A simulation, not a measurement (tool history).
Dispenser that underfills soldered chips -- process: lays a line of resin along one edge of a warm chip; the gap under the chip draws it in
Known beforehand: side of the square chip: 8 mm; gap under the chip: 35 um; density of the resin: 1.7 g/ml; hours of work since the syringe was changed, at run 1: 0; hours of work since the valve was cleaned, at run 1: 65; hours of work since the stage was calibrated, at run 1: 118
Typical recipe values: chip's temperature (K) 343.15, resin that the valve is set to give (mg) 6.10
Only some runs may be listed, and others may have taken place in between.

| run | hour | chip's temperature (K) | resin that the valve is set to give (mg) | hours of work since the syringe was changed | hours of work since the valve was cleaned | hours of work since the stage was calibrated | time until the resin shows at the far edge (s) | resin that the valve gave (mg) |
|---|---|---|---|---|---|---|---|---|
| 1 | 0.0 | 343.15 | 6.10 | 0 | 65 | 118 | 69.8 | 5.79 |
| 2 | 3.7 | 343.15 | 6.10 | 3 | 68 | 121 | 89.4 | 5.82 |
| 3 | 8.1 | 343.15 | 7.20 | 6 | 71 | 125 | 119.3 | 6.85 |
|  | 10.8 | new syringe of resin |
| 4 | 11.3 | 343.15 | 7.09 | 0 | 74 | 127 | 70.2 | 6.68 |
| 5 | 15.1 | 343.15 | 6.41 | 3 | 77 | 130 | 90.5 | 6.09 |
| 6 | 17.7 | 343.15 | 5.82 | 5 | 78 | 132 | 111.7 | 5.49 |
| 7 | 20.4 | 343.15 | 5.82 | 7 | 81 | 134 | 134.7 | 5.57 |
|  | 21.5 | new syringe of resin |
| 8 | 24.6 | 343.15 | 5.82 | 2 | 84 | 137 | 86.5 | 5.41 |
| 9 | 28.6 | 343.15 | 5.82 | 5 | 87 | 140 | 115.5 | 5.53 |
| 10 | 31.8 | 343.15 | 6.10 | 8 | 89 | 142 | 140.4 | 5.66 |
|  | 32.4 | new syringe of resin |
| 11 | 34.7 | 343.15 | 6.10 | 2 | 91 | 144 | 79.8 | 5.62 |
| 12 | 39.4 | 343.15 | 6.10 | 5 | 95 | 148 | 110.9 | 5.64 |
|  | 43.0 | new syringe of resin |
| 13 | 43.0 | 343.15 | 6.10 | 0 | 97 | 150 | 66.9 | 5.65 |
| 14 | 45.2 | 343.15 | 6.10 | 2 | 99 | 152 | 81.2 | 5.71 |
| 15 | 49.8 | 343.15 | 6.72 | 5 | 102 | 156 | 106.5 | 6.22 |
| 16 | 51.8 | 343.15 | 6.10 | 7 | 104 | 157 | 124.9 | 5.63 |
|  | 53.8 | new syringe of resin |
| 17 | 54.2 | 343.15 | 6.10 | 0 | 105 | 159 | 71.2 | 5.63 |
| 18 | 59.0 | 343.15 | 6.10 | 4 | 109 | 162 | 100.1 | 5.65 |
| 19 | 61.8 | 343.15 | 6.10 | 6 | 111 | 164 | 119.0 | 5.60 |
|  | 64.7 | new syringe of resin |
| 20 | 65.8 | 343.15 | 5.98 | 1 | 114 | 167 | 75.1 | 5.56 |
| 21 | 68.1 | 343.15 | 6.60 | 3 | 116 | 169 | 86.0 | 6.03 |
| 22 | 70.9 | 343.15 | 5.22 | 5 | 118 | 171 | 108.5 | 4.84 |
| 23 | 74.5 | 343.15 | 7.60 | 7 | 121 | 174 | 133.0 | 6.98 |
|  | 75.6 | new syringe of resin |
| 24 | 78.3 | 330.15 | 7.57 | 2 | 123 | 177 | 128.0 | 6.88 |
|  | 83.1 | dispensing valve cleaned and set on the balance |
| 25 | 83.7 | 342.15 | 7.75 | 5 | 1 | 180 | 116.4 | 7.78 |
| 26 | 85.7 | 342.15 | 7.75 | 7 | 2 | 181 | 130.1 | 7.74 |
|  | 87.3 | new syringe of resin |
| 27 | 88.5 | 342.15 | 7.75 | 1 | 4 | 183 | 75.6 | 7.66 |
| 28 | 92.9 | 341.15 | 7.29 | 4 | 7 | 187 | 106.6 | 7.29 |
| 29 | 96.5 | 334.15 | 7.23 | 7 | 10 | 189 | 173.0 | 7.18 |
|  | 98.1 | new syringe of resin |
| 30 | 101.3 | 339.15 | 7.19 | 2 | 13 | 193 | 96.2 | 7.07 |
| 31 | 105.9 | 339.15 | 7.19 | 6 | 17 | 196 | 131.1 | 7.12 |
|  | 108.9 | new syringe of resin |
| 32 | 109.5 | 338.15 | 6.86 | 0 | 19 | 199 | 82.7 | 6.73 |
| 33 | 114.2 | 338.15 | 6.86 | 4 | 23 | 202 | 115.2 | 6.72 |
| 34 | 118.7 | 351.15 | 6.35 | 8 | 26 | 206 | 105.1 | 6.22 |
|  | 119.7 | new syringe of resin |
| 35 | 121.9 | 346.15 | 6.83 | 2 | 29 | 208 | 75.1 | 6.64 |

Had the tool no unlogged condition, and each run kept its random variation, what would the results have been?
What the log doesn't record here: resin's viscosity, % of fresh resin's; dose that the valve gives, % of what is set; true chip temperature over the reading, C; drift of the gauge itself on fill_s, %; drift of the gauge itself on given_mg, %.
| run | time until the resin shows at the far edge (s) | resin that the valve gave (mg) |
|---|---|---|
| 1 | 68.3 | 6.08 |
| 2 | 68.0 | 6.13 |
| 3 | 67.4 | 7.22 |
| 4 | 66.7 | 7.06 |
| 5 | 66.2 | 6.45 |
| 6 | 68.2 | 5.83 |
| 7 | 68.4 | 5.92 |
| 8 | 67.2 | 5.77 |
| 9 | 68.8 | 5.90 |
| 10 | 66.8 | 6.06 |
| 11 | 66.9 | 6.02 |
| 12 | 67.7 | 6.06 |
| 13 | 65.7 | 6.08 |
| 14 | 68.5 | 6.15 |
| 15 | 66.2 | 6.72 |
| 16 | 67.0 | 6.09 |
| 17 | 67.8 | 6.09 |
| 18 | 68.6 | 6.13 |
| 19 | 67.5 | 6.09 |
| 20 | 67.5 | 6.06 |
| 21 | 66.5 | 6.58 |
| 22 | 67.6 | 5.29 |
| 23 | 66.7 | 7.65 |
| 24 | 103.4 | 7.56 |
| 25 | 69.7 | 7.78 |
| 26 | 68.0 | 7.74 |
| 27 | 67.7 | 7.68 |
| 28 | 70.7 | 7.32 |
| 29 | 89.5 | 7.23 |
| 30 | 75.2 | 7.14 |
| 31 | 75.0 | 7.21 |
| 32 | 77.1 | 6.82 |
| 33 | 78.0 | 6.83 |
| 34 | 52.4 | 6.34 |
| 35 | 62.0 | 6.77 |
